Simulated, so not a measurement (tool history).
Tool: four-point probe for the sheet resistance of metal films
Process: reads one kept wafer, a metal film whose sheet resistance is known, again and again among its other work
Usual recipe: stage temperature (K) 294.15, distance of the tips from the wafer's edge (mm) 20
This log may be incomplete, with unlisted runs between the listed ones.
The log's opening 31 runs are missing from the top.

run   hour  stage temperature (K)  distance of the tips from the wafer's edge (mm)  sheet resistance as the instrument gives it (ohm/square)
 32  699.8                 304.15                                               64                                                  9.305878
 33  727.3                 304.15                                               64                                                  9.304778
 34  748.5                 293.15                                               12                                                  9.510298
 35    770                 307.15                                               50                                                  9.272448
 36  801.4                 307.15                                               50                                                  9.268409
 37  820.8                 291.15                                                5                                                  9.801075
 38  841.9                 291.15                                                5                                                  9.800289
 39  861.6                 302.15                                               23                                                  9.343118
 40  875.8                 302.15                                               23                                                    9.3441
 41  891.1                 294.15                                               20                                                  9.459682
 42    906                 298.15                                               20                                                   9.40181
 43    923                 294.15                                                7                                                  9.601274
 44  949.4                 294.15                                               21                                                  9.456215

Consider 3 possible next runs. They are alternatives, not a sequence: every one starts from the tool as it was left by run 44. What does each give?
  A  967.5                 294.15                                               11                                                         ?
  B  967.5                 299.15                                               16                                                         ?
  C  967.5                 298.15                                                4                                                         ?

run  sheet resistance as the instrument gives it (ohm/square)
  A                                                   9.49559
  B                                                  9.399537
  C                                                  9.861481
Stripped of hidden state, with their random variation kept, the same runs would have yielded:
run  sheet resistance as the instrument gives it (ohm/square)
  A                                                  9.529229
  B                                                  9.432841
  C                                                  9.896286
